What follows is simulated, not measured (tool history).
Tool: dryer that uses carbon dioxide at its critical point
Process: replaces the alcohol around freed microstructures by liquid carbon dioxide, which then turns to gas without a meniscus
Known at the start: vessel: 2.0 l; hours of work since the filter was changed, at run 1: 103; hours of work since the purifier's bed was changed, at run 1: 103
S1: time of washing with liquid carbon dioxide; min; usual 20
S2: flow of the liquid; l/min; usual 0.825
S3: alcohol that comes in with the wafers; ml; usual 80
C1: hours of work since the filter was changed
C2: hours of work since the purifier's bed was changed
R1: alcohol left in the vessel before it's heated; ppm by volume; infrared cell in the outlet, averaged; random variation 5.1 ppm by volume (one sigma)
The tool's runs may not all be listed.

Run 1, hour 0: usual settings; C1 103; C2 103. Result: R1 105 ppm by volume.
Run 2, hour 17.7: usual settings but S1 22 min; C1 116; C2 116. Result: R1 76 ppm by volume.
Run 3, hour 34.5: usual settings but S1 22 min; C1 128; C2 128. Result: R1 93 ppm by volume.
Run 4, hour 54.2: usual settings but S1 22 min; C1 142; C2 142. Result: R1 94 ppm by volume.
Run 5, hour 85.9: usual settings but S1 22 min; C1 165; C2 165. Result: R1 98 ppm by volume.
Run 6, hour 107.9: usual settings but S1 22 min; C1 180; C2 180. Result: R1 104 ppm by volume.
Run 7, hour 121.8: usual settings; C1 190; C2 190. Result: R1 140 ppm by volume.
Run 8, hour 138.7: usual settings; C1 202; C2 202. Result: R1 155 ppm by volume.
Run 9, hour 167.4: usual settings; C1 223; C2 223. Result: R1 150 ppm by volume.
Run 10, hour 199.3: usual settings; C1 245; C2 245. Result: R1 165 ppm by volume.
Run 11, hour 215.3: usual settings but S3 89 ml; C1 257; C2 257. Result: R1 192 ppm by volume.
Run 12, hour 242.4: usual settings but S1 13 min, S2 0.704 l/min; C1 276; C2 276. Result: R1 1364 ppm by volume.
Run 13, hour 259.5: usual settings but S1 13 min, S2 0.704 l/min; C1 288; C2 288. Result: R1 1391 ppm by volume.
Run 14, hour 287.9: usual settings but S1 13 min, S2 0.704 l/min; C1 309; C2 309. Result: R1 1467 ppm by volume.
Run 15, hour 307.2: usual settings but S2 0.711 l/min, S3 23 ml; C1 323; C2 323. Result: R1 187 ppm by volume.
Run 16, hour 337.8: usual settings but S1 14 min, S2 1.116 l/min, S3 51 ml; C1 344; C2 344. Result: R1 208 ppm by volume.
Run 17, hour 370.5: usual settings; C1 368; C2 368. Result: R1 231 ppm by volume.
Run 18, hour 397.5: usual settings but S1 25 min, S2 0.735 l/min, S3 110 ml; C1 387; C2 387. Result: R1 212 ppm by volume.
Run 19, hour 432.1: usual settings but S1 23 min, S2 0.89 l/min; C1 412; C2 412. Result: R1 179 ppm by volume.

5 ways to go on from here, each from the tool as it stands after run 19. What would each give?
Run A, hour 448.7: usual settings but S1 24 min, S2 1.204 l/min, S3 68 ml; C1 424; C2 424. Result: R1 ?.
Run B, hour 448.7: usual settings but S1 23 min, S2 0.922 l/min, S3 36 ml; C1 424; C2 424. Result: R1 ?.
Run C, hour 448.7: usual settings but S2 0.499 l/min, S3 91 ml; C1 424; C2 424. Result: R1 ?.
Run D, hour 448.7: usual settings but S1 23 min, S2 0.89 l/min, S3 28 ml; C1 424; C2 424. Result: R1 ?.
Run E, hour 448.7: usual settings but S1 23 min, S2 0.799 l/min, S3 41 ml; C1 424; C2 424. Result: R1 ?.

run    R1
  A   164
  B   164
  C  1349
  D   173
  E   179
Without the tool's hidden state the same runs would have given:
run   R1
  A   10
  B    5
  C  778
  D   12
  E   13
